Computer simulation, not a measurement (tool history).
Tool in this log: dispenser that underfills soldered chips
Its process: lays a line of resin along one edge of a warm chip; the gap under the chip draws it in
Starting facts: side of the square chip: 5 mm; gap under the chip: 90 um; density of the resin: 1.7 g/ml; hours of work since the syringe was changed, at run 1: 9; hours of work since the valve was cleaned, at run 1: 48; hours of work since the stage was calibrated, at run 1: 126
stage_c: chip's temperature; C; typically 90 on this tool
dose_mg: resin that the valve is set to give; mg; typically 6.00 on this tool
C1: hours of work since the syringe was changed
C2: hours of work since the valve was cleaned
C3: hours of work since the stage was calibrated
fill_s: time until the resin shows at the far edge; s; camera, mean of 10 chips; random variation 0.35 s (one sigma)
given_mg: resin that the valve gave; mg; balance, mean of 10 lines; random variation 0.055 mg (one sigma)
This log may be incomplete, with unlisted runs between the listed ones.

run 1 day=0.000 | stage_c=90 dose_mg=6.00 | C1=9 C2=48 C3=126 | fill_s=29.0 given_mg=5.76
-- day=0.112 new syringe of resin
run 2 day=0.258 | stage_c=90 dose_mg=6.00 | C1=2 C2=52 C3=130 | fill_s=19.8 given_mg=5.76
run 3 day=0.525 | stage_c=90 dose_mg=6.00 | C1=6 C2=56 C3=134 | fill_s=25.0 given_mg=5.74
run 4 day=0.733 | stage_c=90 dose_mg=5.98 | C1=10 C2=59 C3=138 | fill_s=30.2 given_mg=5.78
-- day=0.771 new syringe of resin
run 5 day=0.875 | stage_c=79 dose_mg=6.00 | C1=2 C2=61 C3=140 | fill_s=30.8 given_mg=5.70
run 6 day=1.100 | stage_c=85 dose_mg=6.00 | C1=5 C2=65 C3=143 | fill_s=29.3 given_mg=5.67
run 7 day=1.238 | stage_c=90 dose_mg=7.03 | C1=7 C2=67 C3=145 | fill_s=26.3 given_mg=6.71
-- day=1.433 new syringe of resin
run 8 day=1.546 | stage_c=90 dose_mg=7.03 | C1=2 C2=71 C3=150 | fill_s=18.9 given_mg=6.61
run 9 day=1.775 | stage_c=90 dose_mg=7.03 | C1=5 C2=75 C3=153 | fill_s=23.6 given_mg=6.52
run 10 day=1.912 | stage_c=90 dose_mg=7.03 | C1=7 C2=77 C3=155 | fill_s=27.8 given_mg=6.59
-- day=2.092 new syringe of resin
run 11 day=2.100 | stage_c=100 dose_mg=7.03 | C1=0 C2=80 C3=158 | fill_s=11.6 given_mg=6.67
run 12 day=2.329 | stage_c=100 dose_mg=7.03 | C1=4 C2=83 C3=162 | fill_s=15.3 given_mg=6.56
-- day=2.533 dispensing valve cleaned and set on the balance
run 13 day=2.542 | stage_c=100 dose_mg=7.03 | C1=6 C2=0 C3=164 | fill_s=16.7 given_mg=7.18
run 14 day=2.712 | stage_c=90 dose_mg=6.00 | C1=9 C2=3 C3=167 | fill_s=30.1 given_mg=6.03
-- day=2.804 new syringe of resin
run 15 day=2.921 | stage_c=90 dose_mg=6.00 | C1=2 C2=6 C3=170 | fill_s=19.4 given_mg=6.06
run 16 day=3.079 | stage_c=90 dose_mg=6.00 | C1=4 C2=8 C3=172 | fill_s=22.9 given_mg=5.95
run 17 day=3.396 | stage_c=90 dose_mg=6.00 | C1=9 C2=13 C3=177 | fill_s=29.7 given_mg=5.93
-- day=3.454 new syringe of resin
run 18 day=3.712 | stage_c=90 dose_mg=6.00 | C1=4 C2=18 C3=182 | fill_s=21.9 given_mg=5.96
run 19 day=3.975 | stage_c=90 dose_mg=6.00 | C1=8 C2=22 C3=186 | fill_s=28.5 given_mg=5.79
-- day=4.108 new syringe of resin
run 20 day=4.158 | stage_c=90 dose_mg=6.00 | C1=1 C2=24 C3=189 | fill_s=18.5 given_mg=5.89
run 21 day=4.358 | stage_c=75 dose_mg=5.69 | C1=4 C2=28 C3=192 | fill_s=40.9 given_mg=5.56
run 22 day=4.667 | stage_c=78 dose_mg=7.07 | C1=9 C2=32 C3=196 | fill_s=47.6 given_mg=6.89
-- day=4.775 new syringe of resin
run 23 day=4.933 | stage_c=77 dose_mg=6.10 | C1=2 C2=36 C3=200 | fill_s=33.8 given_mg=5.88
run 24 day=5.167 | stage_c=90 dose_mg=6.06 | C1=6 C2=40 C3=204 | fill_s=25.1 given_mg=5.93
-- day=5.425 new syringe of resin
run 25 day=5.425 | stage_c=90 dose_mg=6.06 | C1=0 C2=44 C3=208 | fill_s=16.9 given_mg=5.87
run 26 day=5.583 | stage_c=84 dose_mg=6.95 | C1=2 C2=46 C3=210 | fill_s=24.2 given_mg=6.81
run 27 day=5.854 | stage_c=89 dose_mg=6.03 | C1=7 C2=50 C3=214 | fill_s=26.1 given_mg=5.76
-- day=6.096 new syringe of resin
run 28 day=6.100 | stage_c=84 dose_mg=6.00 | C1=0 C2=54 C3=218 | fill_s=22.5 given_mg=5.77
run 29 day=6.267 | stage_c=82 dose_mg=5.18 | C1=3 C2=56 C3=221 | fill_s=28.4 given_mg=4.97
run 30 day=6.529 | stage_c=105 dose_mg=7.17 | C1=7 C2=61 C3=225 | fill_s=15.3 given_mg=6.74
-- day=6.754 new syringe of resin
run 31 day=6.838 | stage_c=94 dose_mg=5.88 | C1=1 C2=65 C3=229 | fill_s=16.5 given_mg=5.57
run 32 day=7.021 | stage_c=90 dose_mg=6.75 | C1=4 C2=68 C3=232 | fill_s=22.6 given_mg=6.28
run 33 day=7.175 | stage_c=90 dose_mg=6.75 | C1=7 C2=70 C3=234 | fill_s=26.1 given_mg=6.38
-- day=7.404 new syringe of resin
run 34 day=7.479 | stage_c=100 dose_mg=7.53 | C1=1 C2=75 C3=239 | fill_s=11.7 given_mg=7.17
run 35 day=7.792 | stage_c=86 dose_mg=6.38 | C1=6 C2=80 C3=244 | fill_s=28.1 given_mg=5.87

5 ways to go on from here, each from the tool as it stands after run 35. What would each give?
run A day=8.000 | stage_c=104 dose_mg=5.79 | C1=9 C2=83 C3=247 | fill_s=? given_mg=?
run B day=8.000 | stage_c=102 dose_mg=5.12 | C1=9 C2=83 C3=247 | fill_s=? given_mg=?
run C day=8.000 | stage_c=100 dose_mg=6.06 | C1=9 C2=83 C3=247 | fill_s=? given_mg=?
run D day=8.000 | stage_c=99 dose_mg=6.99 | C1=9 C2=83 C3=247 | fill_s=? given_mg=?
run E day=8.000 | stage_c=94 dose_mg=6.38 | C1=9 C2=83 C3=247 | fill_s=? given_mg=?

run=A fill_s=18.2 given_mg=5.42
run=B fill_s=19.7 given_mg=4.73
run=C fill_s=20.7 given_mg=5.59
run=D fill_s=20.6 given_mg=6.44
run=E fill_s=25.8 given_mg=6.03
Stripped of hidden state, with their random variation kept, the same runs would have yielded:
run=A fill_s=10.8 given_mg=5.83
run=B fill_s=11.2 given_mg=5.10
run=C fill_s=12.2 given_mg=6.02
run=D fill_s=11.9 given_mg=6.93
run=E fill_s=15.2 given_mg=6.49
